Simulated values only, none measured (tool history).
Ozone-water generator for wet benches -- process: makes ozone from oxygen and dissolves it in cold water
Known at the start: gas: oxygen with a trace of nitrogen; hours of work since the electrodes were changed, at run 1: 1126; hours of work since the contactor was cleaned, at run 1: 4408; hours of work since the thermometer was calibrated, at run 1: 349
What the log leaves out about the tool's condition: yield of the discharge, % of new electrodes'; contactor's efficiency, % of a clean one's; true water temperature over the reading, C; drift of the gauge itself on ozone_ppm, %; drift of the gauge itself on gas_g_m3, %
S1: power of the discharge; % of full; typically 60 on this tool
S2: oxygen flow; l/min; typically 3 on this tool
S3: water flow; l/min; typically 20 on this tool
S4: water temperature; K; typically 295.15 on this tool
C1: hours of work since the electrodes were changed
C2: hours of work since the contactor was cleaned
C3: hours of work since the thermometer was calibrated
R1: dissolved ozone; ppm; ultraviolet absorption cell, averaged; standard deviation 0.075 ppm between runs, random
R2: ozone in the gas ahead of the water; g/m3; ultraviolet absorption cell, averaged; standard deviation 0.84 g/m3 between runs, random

| run | day | S1 | S2 | S3 | S4 | C1 | C2 | C3 | R1 | R2 |
|---|---|---|---|---|---|---|---|---|---|---|
| 1 | 0 | 60 | 3 | 20 | 295.15 | 1126 | 4408 | 349 | 9.61 | 133.3 |
| 2 | 5.938 | 60 | 1.66 | 20 | 295.15 | 1260 | 4542 | 483 | 9.26 | 196.4 |
| 3 | 11.558 | 60 | 1.66 | 20 | 295.15 | 1387 | 4669 | 610 | 9.21 | 199.8 |
| 4 | 15.65 | 60 | 1.66 | 20 | 295.15 | 1480 | 4762 | 703 | 9.18 | 196.6 |
| 5 | 19.942 | 60 | 3 | 20 | 295.15 | 1577 | 4859 | 800 | 9.48 | 133.6 |
|  | 23.196 | contactor cleaned |
| 6 | 24.912 | 60 | 3 | 20 | 295.15 | 1685 | 39 | 908 | 9.79 | 132.4 |
| 7 | 30.046 | 60 | 3 | 20 | 300.15 | 1801 | 155 | 1024 | 9.39 | 133 |
| 8 | 34.038 | 60 | 3 | 20 | 300.15 | 1892 | 245 | 1115 | 9.27 | 132.5 |
| 9 | 39.562 | 60 | 3 | 20 | 300.15 | 2016 | 370 | 1239 | 9.09 | 131.3 |
| 10 | 45.617 | 60 | 3 | 26 | 295.15 | 2153 | 507 | 1376 | 7.58 | 132.8 |
| 11 | 51.433 | 60 | 3 | 26 | 295.15 | 2285 | 638 | 1508 | 7.65 | 132.8 |
| 12 | 55.462 | 60 | 3 | 26 | 295.15 | 2376 | 729 | 1599 | 7.46 | 132.2 |
| 13 | 59.075 | 59 | 3 | 20 | 295.15 | 2457 | 811 | 1680 | 9.61 | 130.7 |
| 14 | 63.496 | 59 | 3 | 20 | 295.15 | 2557 | 911 | 1780 | 9.63 | 128.6 |
| 15 | 65.967 | 59 | 3 | 20 | 295.15 | 2613 | 966 | 1836 | 9.59 | 129.6 |
| 16 | 70.658 | 59 | 3 | 20 | 295.15 | 2719 | 1072 | 1942 | 9.62 | 130.1 |
| 17 | 73.308 | 59 | 3 | 20 | 295.15 | 2779 | 1132 | 2002 | 9.57 | 128.9 |
| 18 | 79.021 | 59 | 3 | 20 | 295.15 | 2908 | 1261 | 2131 | 9.5 | 129.8 |
| 19 | 84.429 | 52 | 2.02 | 26 | 295.15 | 3030 | 1383 | 2253 | 6.59 | 159 |
| 20 | 89.692 | 60 | 4.33 | 16 | 295.15 | 3149 | 1502 | 2372 | 11.01 | 103 |
| 21 | 94.525 | 60 | 4.33 | 16 | 295.15 | 3258 | 1612 | 2481 | 11.09 | 103.6 |
| 22 | 100 | 60 | 4.33 | 16 | 292.15 | 3382 | 1735 | 2605 | 11.5 | 103.6 |
| 23 | 102.508 | 60 | 4.33 | 16 | 292.15 | 3438 | 1792 | 2661 | 11.43 | 103.4 |
| 24 | 105.567 | 60 | 4.33 | 16 | 292.15 | 3508 | 1861 | 2731 | 11.36 | 102.6 |
| 25 | 108.625 | 60 | 4.82 | 28 | 295.15 | 3577 | 1930 | 2800 | 6.85 | 94 |
| 26 | 114.4 | 83 | 3 | 20 | 295.15 | 3707 | 2061 | 2930 | 11.08 | 152.8 |
| 27 | 117.833 | 83 | 3 | 20 | 295.15 | 3785 | 2138 | 3008 | 11.09 | 153.2 |
| 28 | 122.492 | 52 | 3 | 20 | 295.15 | 3890 | 2243 | 3113 | 8.78 | 120.6 |
| 29 | 126.067 | 52 | 3 | 20 | 295.15 | 3971 | 2324 | 3194 | 8.75 | 122.1 |
| 30 | 130.971 | 94 | 1.96 | 20 | 292.15 | 4082 | 2435 | 3305 | 11.82 | 215.5 |
| 31 | 133.571 | 94 | 1.96 | 20 | 292.15 | 4140 | 2494 | 3363 | 11.72 | 214.4 |
|  | 138.246 | water thermometer calibrated |
| 32 | 138.846 | 67 | 1.96 | 20 | 294.15 | 4259 | 2612 | 14 | 9.8 | 180.7 |

Below are 3 alternative next runs, each starting from the tool's condition after run 32. Predict each:
| A | 143.108 | 60 | 2.6 | 20 | 295.15 | 4355 | 2709 | 110 | ? | ? |
| B | 143.108 | 47 | 3.39 | 20 | 296.15 | 4355 | 2709 | 110 | ? | ? |
| C | 143.108 | 60 | 3.75 | 23 | 295.15 | 4355 | 2709 | 110 | ? | ? |

| run | R1 | R2 |
|---|---|---|
| A | 9.33 | 140.9 |
| B | 8.12 | 105 |
| C | 8.22 | 110.7 |
Stripped of hidden state, with their random variation kept, the same runs would have yielded:
| run | R1 | R2 |
|---|---|---|
| A | 10.09 | 148.2 |
| B | 8.73 | 109.7 |
| C | 8.91 | 116.5 |
